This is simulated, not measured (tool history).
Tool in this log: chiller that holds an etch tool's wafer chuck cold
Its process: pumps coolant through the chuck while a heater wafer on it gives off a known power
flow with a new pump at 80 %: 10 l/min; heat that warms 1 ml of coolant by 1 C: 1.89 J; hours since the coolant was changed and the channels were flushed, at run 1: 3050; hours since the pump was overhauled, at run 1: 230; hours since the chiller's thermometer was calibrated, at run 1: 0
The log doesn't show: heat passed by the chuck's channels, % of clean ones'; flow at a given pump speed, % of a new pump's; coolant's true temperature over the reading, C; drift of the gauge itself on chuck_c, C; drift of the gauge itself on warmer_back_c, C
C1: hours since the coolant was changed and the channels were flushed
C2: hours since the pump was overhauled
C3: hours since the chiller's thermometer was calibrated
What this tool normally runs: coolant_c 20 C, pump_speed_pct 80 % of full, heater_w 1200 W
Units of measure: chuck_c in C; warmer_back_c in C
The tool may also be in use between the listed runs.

run 1 hour=0.0 | coolant_c=20 pump_speed_pct=80 heater_w=1200 | C1=3050 C2=230 C3=0 | chuck_c=35.4 warmer_back_c=3.77
run 2 hour=39.5 | coolant_c=20 pump_speed_pct=80 heater_w=1200 | C1=3090 C2=269 C3=40 | chuck_c=35.2 warmer_back_c=3.85
run 3 hour=65.5 | coolant_c=20 pump_speed_pct=80 heater_w=1200 | C1=3116 C2=295 C3=65 | chuck_c=35.5 warmer_back_c=3.80
run 4 hour=103.1 | coolant_c=20 pump_speed_pct=80 heater_w=1200 | C1=3153 C2=333 C3=103 | chuck_c=35.3 warmer_back_c=3.83
run 5 hour=145.0 | coolant_c=20 pump_speed_pct=80 heater_w=1200 | C1=3195 C2=375 C3=145 | chuck_c=35.5 warmer_back_c=3.82
run 6 hour=167.6 | coolant_c=20 pump_speed_pct=80 heater_w=819 | C1=3218 C2=397 C3=168 | chuck_c=30.6 warmer_back_c=2.58
run 7 hour=195.2 | coolant_c=19 pump_speed_pct=80 heater_w=819 | C1=3246 C2=425 C3=195 | chuck_c=29.6 warmer_back_c=2.63
run 8 hour=229.1 | coolant_c=14 pump_speed_pct=96 heater_w=664 | C1=3279 C2=459 C3=229 | chuck_c=21.8 warmer_back_c=1.74
run 9 hour=266.2 | coolant_c=14 pump_speed_pct=96 heater_w=664 | C1=3317 C2=496 C3=266 | chuck_c=21.7 warmer_back_c=1.73

Expected results for the next run?
run 10 hour=305.4 | coolant_c=14 pump_speed_pct=96 heater_w=664 | C1=3356 C2=535 C3=305 | chuck_c=? warmer_back_c=?

Run 10 produced chuck_c 21.7 C, warmer_back_c 1.74 C.
With no hidden state in the tool, this same run would have given chuck_c 20.5 C, warmer_back_c 1.72 C.

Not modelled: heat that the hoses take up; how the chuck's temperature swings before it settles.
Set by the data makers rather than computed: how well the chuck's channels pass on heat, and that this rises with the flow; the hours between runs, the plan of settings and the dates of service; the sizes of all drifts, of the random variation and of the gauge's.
